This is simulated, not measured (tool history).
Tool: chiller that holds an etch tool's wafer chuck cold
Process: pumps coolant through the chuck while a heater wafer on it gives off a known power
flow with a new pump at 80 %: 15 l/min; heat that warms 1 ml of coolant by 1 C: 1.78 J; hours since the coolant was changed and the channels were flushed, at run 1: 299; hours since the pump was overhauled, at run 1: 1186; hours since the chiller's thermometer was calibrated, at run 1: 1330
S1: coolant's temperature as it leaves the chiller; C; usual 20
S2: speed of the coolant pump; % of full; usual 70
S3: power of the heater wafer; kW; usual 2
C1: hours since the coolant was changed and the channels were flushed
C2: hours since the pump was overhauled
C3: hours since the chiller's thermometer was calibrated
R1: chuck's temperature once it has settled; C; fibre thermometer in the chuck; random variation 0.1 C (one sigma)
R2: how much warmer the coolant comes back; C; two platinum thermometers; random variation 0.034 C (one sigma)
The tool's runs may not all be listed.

run   hour  S1  S2    S3   C1    C2    C3    R1    R2
  1      0  20  70     2  299  1186  1330  43.5  5.21
  2   40.9  20  70  1.21  340  1227  1371  34.3  3.11
  3   69.2  20  70  1.21  368  1256  1399    34  3.14
  4  116.9  20  70  1.21  416  1303  1447  34.2  3.04
  5  162.7  20  70  1.21  462  1349  1493  33.9  3.18
  6  221.4  20  70  1.21  520  1408  1551  34.1  3.14
  7  275.8  20  70  1.21  575  1462  1606  34.3  3.08
  8  304.6  23  70     2  603  1491  1634  46.2  5.16
  9  364.4  23  70     2  663  1551  1694  46.3   5.1
 10  395.7  23  70     2  695  1582  1726  46.2  5.14

The next listed run, before its measurement:
 11  440.3  23  70   2  739  1627  1770   ?   ?

{"run 11": {"R1": 46.3, "R2": 5.17}}
Without the tool's hidden state the same run would have given R1 46.3 C, R2 5.22 C.

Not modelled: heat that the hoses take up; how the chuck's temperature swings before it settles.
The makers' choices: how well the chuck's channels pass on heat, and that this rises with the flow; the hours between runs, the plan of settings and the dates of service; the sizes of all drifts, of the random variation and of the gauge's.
